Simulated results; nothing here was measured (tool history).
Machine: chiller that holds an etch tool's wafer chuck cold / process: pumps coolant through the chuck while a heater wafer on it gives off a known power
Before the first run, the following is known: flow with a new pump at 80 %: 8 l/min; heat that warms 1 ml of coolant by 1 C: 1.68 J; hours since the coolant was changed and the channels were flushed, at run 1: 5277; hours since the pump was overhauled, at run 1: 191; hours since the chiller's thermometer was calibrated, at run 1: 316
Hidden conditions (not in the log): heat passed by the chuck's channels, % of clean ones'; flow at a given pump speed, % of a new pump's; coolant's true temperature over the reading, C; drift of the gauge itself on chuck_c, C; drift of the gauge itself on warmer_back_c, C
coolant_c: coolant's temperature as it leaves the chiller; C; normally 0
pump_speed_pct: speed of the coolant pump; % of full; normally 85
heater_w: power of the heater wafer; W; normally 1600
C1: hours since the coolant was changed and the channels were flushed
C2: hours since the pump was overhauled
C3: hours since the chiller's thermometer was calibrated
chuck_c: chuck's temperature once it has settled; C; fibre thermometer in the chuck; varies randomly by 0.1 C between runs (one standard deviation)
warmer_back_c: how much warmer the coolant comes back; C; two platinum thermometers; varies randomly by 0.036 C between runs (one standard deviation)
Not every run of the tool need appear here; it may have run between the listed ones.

run 1 hour=0.0 | coolant_c=0 pump_speed_pct=85 heater_w=1600 | C1=5277 C2=191 C3=316 | chuck_c=22.5 warmer_back_c=6.71
run 2 hour=74.9 | coolant_c=0 pump_speed_pct=85 heater_w=1600 | C1=5351 C2=266 C3=391 | chuck_c=22.5 warmer_back_c=6.69
run 3 hour=166.5 | coolant_c=0 pump_speed_pct=85 heater_w=1600 | C1=5443 C2=357 C3=483 | chuck_c=22.5 warmer_back_c=6.71
run 4 hour=223.1 | coolant_c=0 pump_speed_pct=85 heater_w=1600 | C1=5500 C2=414 C3=539 | chuck_c=22.8 warmer_back_c=6.75
run 5 hour=288.4 | coolant_c=5 pump_speed_pct=85 heater_w=1600 | C1=5565 C2=479 C3=605 | chuck_c=28.0 warmer_back_c=6.76
run 6 hour=360.1 | coolant_c=5 pump_speed_pct=85 heater_w=1224 | C1=5637 C2=551 C3=676 | chuck_c=22.5 warmer_back_c=5.15
run 7 hour=438.0 | coolant_c=5 pump_speed_pct=85 heater_w=1600 | C1=5715 C2=629 C3=754 | chuck_c=27.9 warmer_back_c=6.78
run 8 hour=524.9 | coolant_c=0 pump_speed_pct=85 heater_w=1573 | C1=5802 C2=716 C3=841 | chuck_c=22.6 warmer_back_c=6.68
run 9 hour=570.1 | coolant_c=0 pump_speed_pct=85 heater_w=1600 | C1=5847 C2=761 C3=886 | chuck_c=23.1 warmer_back_c=6.77
run 10 hour=637.1 | coolant_c=-1 pump_speed_pct=85 heater_w=1600 | C1=5914 C2=828 C3=953 | chuck_c=22.1 warmer_back_c=6.75
run 11 hour=725.4 | coolant_c=-8 pump_speed_pct=85 heater_w=1600 | C1=6002 C2=916 C3=1042 | chuck_c=15.3 warmer_back_c=6.75
run 12 hour=810.7 | coolant_c=-8 pump_speed_pct=85 heater_w=1600 | C1=6087 C2=1001 C3=1127 | chuck_c=15.2 warmer_back_c=6.80
run 13 hour=861.7 | coolant_c=4 pump_speed_pct=85 heater_w=1600 | C1=6138 C2=1053 C3=1178 | chuck_c=27.4 warmer_back_c=6.76
run 14 hour=900.9 | coolant_c=4 pump_speed_pct=85 heater_w=1600 | C1=6177 C2=1092 C3=1217 | chuck_c=27.2 warmer_back_c=6.80
run 15 hour=997.9 | coolant_c=4 pump_speed_pct=85 heater_w=1600 | C1=6274 C2=1189 C3=1314 | chuck_c=27.4 warmer_back_c=6.76
run 16 hour=1084.2 | coolant_c=4 pump_speed_pct=85 heater_w=1600 | C1=6361 C2=1275 C3=1400 | chuck_c=27.5 warmer_back_c=6.85
-- hour=1098.0 coolant pump overhauled
run 17 hour=1148.0 | coolant_c=4 pump_speed_pct=85 heater_w=1600 | C1=6420 C2=50 C3=1459 | chuck_c=27.6 warmer_back_c=6.84
run 18 hour=1233.2 | coolant_c=4 pump_speed_pct=85 heater_w=1600 | C1=6505 C2=135 C3=1544 | chuck_c=27.3 warmer_back_c=6.85
run 19 hour=1313.4 | coolant_c=0 pump_speed_pct=74 heater_w=1404 | C1=6585 C2=215 C3=1625 | chuck_c=22.7 warmer_back_c=6.90
run 20 hour=1360.3 | coolant_c=0 pump_speed_pct=74 heater_w=1404 | C1=6632 C2=262 C3=1671 | chuck_c=22.7 warmer_back_c=6.92
run 21 hour=1420.7 | coolant_c=5 pump_speed_pct=96 heater_w=1363 | C1=6692 C2=323 C3=1732 | chuck_c=23.8 warmer_back_c=5.18
-- hour=1436.7 coolant pump overhauled, once more
run 22 hour=1501.6 | coolant_c=5 pump_speed_pct=96 heater_w=1363 | C1=6768 C2=65 C3=1808 | chuck_c=23.6 warmer_back_c=5.11
run 23 hour=1553.8 | coolant_c=-5 pump_speed_pct=67 heater_w=1363 | C1=6820 C2=117 C3=1860 | chuck_c=18.6 warmer_back_c=7.32
run 24 hour=1642.8 | coolant_c=-5 pump_speed_pct=67 heater_w=1363 | C1=6909 C2=206 C3=1949 | chuck_c=18.5 warmer_back_c=7.38
run 25 hour=1698.6 | coolant_c=-5 pump_speed_pct=67 heater_w=1363 | C1=6965 C2=262 C3=2005 | chuck_c=18.5 warmer_back_c=7.28
run 26 hour=1766.7 | coolant_c=9 pump_speed_pct=88 heater_w=916 | C1=7033 C2=330 C3=2073 | chuck_c=22.4 warmer_back_c=3.68
run 27 hour=1814.4 | coolant_c=9 pump_speed_pct=88 heater_w=916 | C1=7081 C2=378 C3=2121 | chuck_c=22.5 warmer_back_c=3.74
run 28 hour=1890.3 | coolant_c=-7 pump_speed_pct=88 heater_w=916 | C1=7157 C2=454 C3=2196 | chuck_c=6.5 warmer_back_c=3.75
run 29 hour=1966.8 | coolant_c=0 pump_speed_pct=78 heater_w=1600 | C1=7233 C2=530 C3=2273 | chuck_c=25.4 warmer_back_c=7.40
run 30 hour=2047.5 | coolant_c=-4 pump_speed_pct=96 heater_w=1795 | C1=7314 C2=611 C3=2354 | chuck_c=20.9 warmer_back_c=6.73
run 31 hour=2099.8 | coolant_c=8 pump_speed_pct=73 heater_w=2050 | C1=7366 C2=663 C3=2406 | chuck_c=41.9 warmer_back_c=10.12
run 32 hour=2181.0 | coolant_c=8 pump_speed_pct=73 heater_w=2050 | C1=7448 C2=744 C3=2487 | chuck_c=42.1 warmer_back_c=10.09

How would selected steps in chuck_c from run to run divide? Give the signed amount a tool lacking its hidden state would still show from settings, what came in and random variation, and the signed amount left for the hidden state, including any gauge scatter that is not in both of the compared results.
Run 25 -> 26: coolant_c -5 -> 9, pump_speed_pct 67 -> 88, heater_w 1363 -> 916. chuck_c +3.9 C: hidden state -1.4, all else +5.3.
Run 27 -> 28: coolant_c 9 -> -7. chuck_c -16.0 C: hidden state +0.0, all else -16.0.
Run 28 -> 29: coolant_c -7 -> 0, pump_speed_pct 88 -> 78, heater_w 916 -> 1600. chuck_c +18.9 C: hidden state +1.8, all else +17.1.
Run 30 -> 31: coolant_c -4 -> 8, pump_speed_pct 96 -> 73, heater_w 1795 -> 2050. chuck_c +21.0 C: hidden state +1.4, all else +19.6.
